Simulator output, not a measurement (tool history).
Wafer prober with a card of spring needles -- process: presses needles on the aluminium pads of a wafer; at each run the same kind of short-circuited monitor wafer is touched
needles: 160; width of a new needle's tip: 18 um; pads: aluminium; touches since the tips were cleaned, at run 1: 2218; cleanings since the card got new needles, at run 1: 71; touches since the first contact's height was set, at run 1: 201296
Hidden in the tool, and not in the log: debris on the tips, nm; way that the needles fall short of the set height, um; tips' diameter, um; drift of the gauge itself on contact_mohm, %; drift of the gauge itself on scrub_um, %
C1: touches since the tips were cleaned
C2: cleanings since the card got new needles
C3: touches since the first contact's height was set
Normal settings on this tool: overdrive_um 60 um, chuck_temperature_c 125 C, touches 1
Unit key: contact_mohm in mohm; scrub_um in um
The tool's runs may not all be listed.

{"run": 1, "hour": 0.0, "overdrive_um": 60, "chuck_temperature_c": 125, "touches": 1, "C1": 2218, "C2": 71, "C3": 201296, "contact_mohm": 335, "scrub_um": 8.83}
{"hour": 18.0, "done": "tips cleaned on abrasive film"}
{"hour": 39.6, "done": "tips cleaned on abrasive film"}
{"run": 2, "hour": 52.2, "overdrive_um": 60, "chuck_temperature_c": 125, "touches": 1, "C1": 5395, "C2": 73, "C3": 223703, "contact_mohm": 423, "scrub_um": 8.77}
{"hour": 55.9, "done": "height of the first contact set anew"}
{"hour": 60.8, "done": "tips cleaned on abrasive film"}
{"hour": 81.6, "done": "tips cleaned on abrasive film"}
{"hour": 101.9, "done": "tips cleaned on abrasive film"}
{"run": 3, "hour": 119.6, "overdrive_um": 60, "chuck_temperature_c": 125, "touches": 1, "C1": 7622, "C2": 76, "C3": 27357, "contact_mohm": 447, "scrub_um": 9.04}
{"hour": 124.5, "done": "tips cleaned on abrasive film"}
{"hour": 144.9, "done": "tips cleaned on abrasive film"}
{"hour": 167.3, "done": "tips cleaned on abrasive film"}
{"run": 4, "hour": 176.9, "overdrive_um": 47, "chuck_temperature_c": 125, "touches": 1, "C1": 4163, "C2": 79, "C3": 51951, "contact_mohm": 513, "scrub_um": 7.03}
{"hour": 189.7, "done": "tips cleaned on abrasive film"}
{"hour": 211.8, "done": "tips cleaned on abrasive film"}
{"run": 5, "hour": 220.1, "overdrive_um": 54, "chuck_temperature_c": 125, "touches": 1, "C1": 3586, "C2": 81, "C3": 70477, "contact_mohm": 403, "scrub_um": 8.12}
{"hour": 231.9, "done": "tips cleaned on abrasive film"}
{"hour": 255.0, "done": "tips cleaned on abrasive film"}
{"run": 6, "hour": 262.1, "overdrive_um": 60, "chuck_temperature_c": 125, "touches": 1, "C1": 3067, "C2": 83, "C3": 88513, "contact_mohm": 361, "scrub_um": 8.93}
{"hour": 274.9, "done": "tips cleaned on abrasive film"}
{"hour": 298.6, "done": "tips cleaned on abrasive film"}
{"run": 7, "hour": 309.9, "overdrive_um": 60, "chuck_temperature_c": 125, "touches": 1, "C1": 4893, "C2": 85, "C3": 109045, "contact_mohm": 416, "scrub_um": 8.99}
{"hour": 318.4, "done": "tips cleaned on abrasive film"}
{"hour": 339.5, "done": "tips cleaned on abrasive film"}
{"hour": 360.4, "done": "tips cleaned on abrasive film"}
{"run": 8, "hour": 376.8, "overdrive_um": 60, "chuck_temperature_c": 125, "touches": 1, "C1": 7107, "C2": 88, "C3": 137788, "contact_mohm": 475, "scrub_um": 8.9}
{"hour": 380.5, "done": "tips cleaned on abrasive film"}
{"hour": 402.3, "done": "tips cleaned on abrasive film"}
{"hour": 424.4, "done": "tips cleaned on abrasive film"}
{"run": 9, "hour": 434.8, "overdrive_um": 60, "chuck_temperature_c": 125, "touches": 1, "C1": 4466, "C2": 91, "C3": 162638, "contact_mohm": 425, "scrub_um": 8.8}
{"hour": 445.8, "done": "tips cleaned on abrasive film"}
{"hour": 468.2, "done": "tips cleaned on abrasive film"}
{"run": 10, "hour": 483.9, "overdrive_um": 60, "chuck_temperature_c": 125, "touches": 1, "C1": 6750, "C2": 93, "C3": 183739, "contact_mohm": 459, "scrub_um": 8.84}
{"hour": 488.5, "done": "tips cleaned on abrasive film"}
{"hour": 511.6, "done": "tips cleaned on abrasive film"}
{"run": 11, "hour": 518.5, "overdrive_um": 60, "chuck_temperature_c": 125, "touches": 1, "C1": 2966, "C2": 95, "C3": 198591, "contact_mohm": 368, "scrub_um": 8.78}
{"hour": 532.6, "done": "tips cleaned on abrasive film"}
{"hour": 555.3, "done": "tips cleaned on abrasive film"}
{"run": 12, "hour": 555.3, "overdrive_um": 60, "chuck_temperature_c": 125, "touches": 1, "C1": 0, "C2": 97, "C3": 214354, "contact_mohm": 241, "scrub_um": 8.76}
{"hour": 577.3, "done": "tips cleaned on abrasive film"}
{"hour": 582.3, "done": "height of the first contact set anew"}
{"hour": 600.3, "done": "tips cleaned on abrasive film"}
{"run": 13, "hour": 600.3, "overdrive_um": 60, "chuck_temperature_c": 125, "touches": 1, "C1": 0, "C2": 99, "C3": 7696, "contact_mohm": 224, "scrub_um": 9.05}
{"hour": 623.2, "done": "tips cleaned on abrasive film"}
{"hour": 646.9, "done": "tips cleaned on abrasive film"}
{"run": 14, "hour": 660.9, "overdrive_um": 60, "chuck_temperature_c": 125, "touches": 1, "C1": 6010, "C2": 101, "C3": 33731, "contact_mohm": 431, "scrub_um": 8.99}
{"hour": 669.1, "done": "tips cleaned on abrasive film"}
{"hour": 689.5, "done": "tips cleaned on abrasive film"}
{"run": 15, "hour": 696.9, "overdrive_um": 70, "chuck_temperature_c": 27, "touches": 3, "C1": 3186, "C2": 103, "C3": 49182, "contact_mohm": 235, "scrub_um": 10.61}
{"hour": 710.6, "done": "tips cleaned on abrasive film"}
{"hour": 733.0, "done": "tips cleaned on abrasive film"}
{"hour": 752.8, "done": "tips cleaned on abrasive film"}
{"run": 16, "hour": 760.1, "overdrive_um": 41, "chuck_temperature_c": 35, "touches": 3, "C1": 3121, "C2": 106, "C3": 76301, "contact_mohm": 325, "scrub_um": 6.08}
{"hour": 776.9, "done": "tips cleaned on abrasive film"}
{"hour": 798.8, "done": "tips cleaned on abrasive film"}
{"run": 17, "hour": 813.4, "overdrive_um": 41, "chuck_temperature_c": 35, "touches": 3, "C1": 6295, "C2": 108, "C3": 99213, "contact_mohm": 403, "scrub_um": 6.11}
{"hour": 818.3, "done": "tips cleaned on abrasive film"}
{"hour": 842.1, "done": "tips cleaned on abrasive film"}
{"hour": 863.6, "done": "tips cleaned on abrasive film"}
{"run": 18, "hour": 875.7, "overdrive_um": 50, "chuck_temperature_c": 93, "touches": 3, "C1": 5233, "C2": 111, "C3": 125981, "contact_mohm": 328, "scrub_um": 7.45}
{"hour": 885.5, "done": "tips cleaned on abrasive film"}
{"hour": 907.2, "done": "tips cleaned on abrasive film"}
{"hour": 931.3, "done": "tips cleaned on abrasive film"}
{"run": 19, "hour": 947.6, "overdrive_um": 71, "chuck_temperature_c": 125, "touches": 3, "C1": 7034, "C2": 114, "C3": 156862, "contact_mohm": 271, "scrub_um": 10.56}
{"hour": 952.6, "done": "tips cleaned on abrasive film"}
{"hour": 975.3, "done": "tips cleaned on abrasive film"}
{"run": 20, "hour": 980.4, "overdrive_um": 60, "chuck_temperature_c": 104, "touches": 1, "C1": 2200, "C2": 116, "C3": 170904, "contact_mohm": 347, "scrub_um": 8.84}

For some of the steps in contact_mohm from one run to the next: how much would appear even if the tool had no hidden state, given the settings, what came in and random variation, and how much remains for the hidden state plus any gauge scatter that the measured result and the result without hidden state don't share?
Run 13 -> 14: tips cleaned on abrasive film, tips cleaned on abrasive film. contact_mohm +207 mohm: hidden state +213, all else -6.
Run 14 -> 15: overdrive_um 60 -> 70, chuck_temperature_c 125 -> 27, touches 1 -> 3, tips cleaned on abrasive film, tips cleaned on abrasive film. contact_mohm -196 mohm: hidden state -179, all else -17.
